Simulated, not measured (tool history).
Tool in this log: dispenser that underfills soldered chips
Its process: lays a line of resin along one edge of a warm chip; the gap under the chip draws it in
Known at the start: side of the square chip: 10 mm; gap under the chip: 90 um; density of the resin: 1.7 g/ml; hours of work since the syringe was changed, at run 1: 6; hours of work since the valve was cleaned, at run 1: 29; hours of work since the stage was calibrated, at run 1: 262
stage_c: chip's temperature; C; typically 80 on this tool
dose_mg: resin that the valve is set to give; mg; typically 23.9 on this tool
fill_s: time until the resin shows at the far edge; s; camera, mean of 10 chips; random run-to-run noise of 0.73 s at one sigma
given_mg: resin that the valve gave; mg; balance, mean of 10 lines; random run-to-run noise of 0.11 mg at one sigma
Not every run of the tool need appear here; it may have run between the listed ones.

run	hour	stage_c	dose_mg	hours of work since the syringe was changed	hours of work since the valve was cleaned	hours of work since the stage was calibrated	fill_s	given_mg
1	0.0	80	23.9	6	29	262	99.5	23.60
2	5.9	80	23.9	10	33	266	123.3	23.70
# hour 9.2: new syringe of resin
3	11.4	80	23.9	1	37	269	77.0	23.30
4	20.4	78	23.9	8	43	275	117.0	23.36
5	26.5	78	23.9	12	47	279	149.3	23.26
# hour 27.2: new syringe of resin
6	32.4	80	21.8	3	50	283	85.8	21.02
7	41.3	80	25.0	9	56	289	119.1	24.03
# hour 44.9: new syringe of resin
8	46.0	80	25.0	1	59	292	74.4	23.85
9	52.6	80	23.9	5	64	297	98.0	22.89
10	56.6	78	23.9	8	66	299	122.3	22.92
# hour 62.9: new syringe of resin
# hour 63.9: dispensing valve cleaned and set on the balance
11	66.3	78	23.9	2	2	305	87.0	23.71
12	70.8	80	23.9	5	5	308	94.7	23.80
13	77.3	82	23.9	9	9	312	110.6	23.71
# hour 81.5: new syringe of resin
14	86.5	80	26.7	3	15	318	84.2	26.59
15	95.3	80	26.7	9	21	324	117.0	26.27
# hour 99.3: new syringe of resin
16	103.1	80	26.7	3	26	329	81.5	26.29
17	110.3	80	26.7	7	31	334	105.3	26.06
# hour 117.2: new syringe of resin
18	119.3	80	23.9	1	37	340	79.1	23.17
19	128.8	80	23.9	8	43	346	111.1	23.03
20	133.7	78	26.2	11	46	349	143.3	25.32
# hour 135.2: new syringe of resin
21	142.3	90	29.9	5	52	355	62.8	29.07
22	150.5	86	26.9	10	57	361	100.5	25.60
# hour 153.5: new syringe of resin
23	158.0	80	24.2	3	62	365	88.1	23.12
24	165.3	88	21.7	8	67	370	87.5	20.57
# hour 171.2: new syringe of resin
# hour 172.2: dispensing valve cleaned and set on the balance
25	173.2	83	28.7	1	1	375	68.9	28.52
26	181.3	85	28.2	6	6	380	84.2	28.01
27	188.5	79	27.9	11	11	385	139.3	27.59

What will run 28 give?
# hour 189.9: new syringe of resin
28	193.0	74	23.9	2	14	388	?	?

{"run 28": {"fill_s": 104.6, "given_mg": 23.58}}
Without the tool's hidden state the same run would have given fill_s 84.3 s, given_mg 23.83 mg.
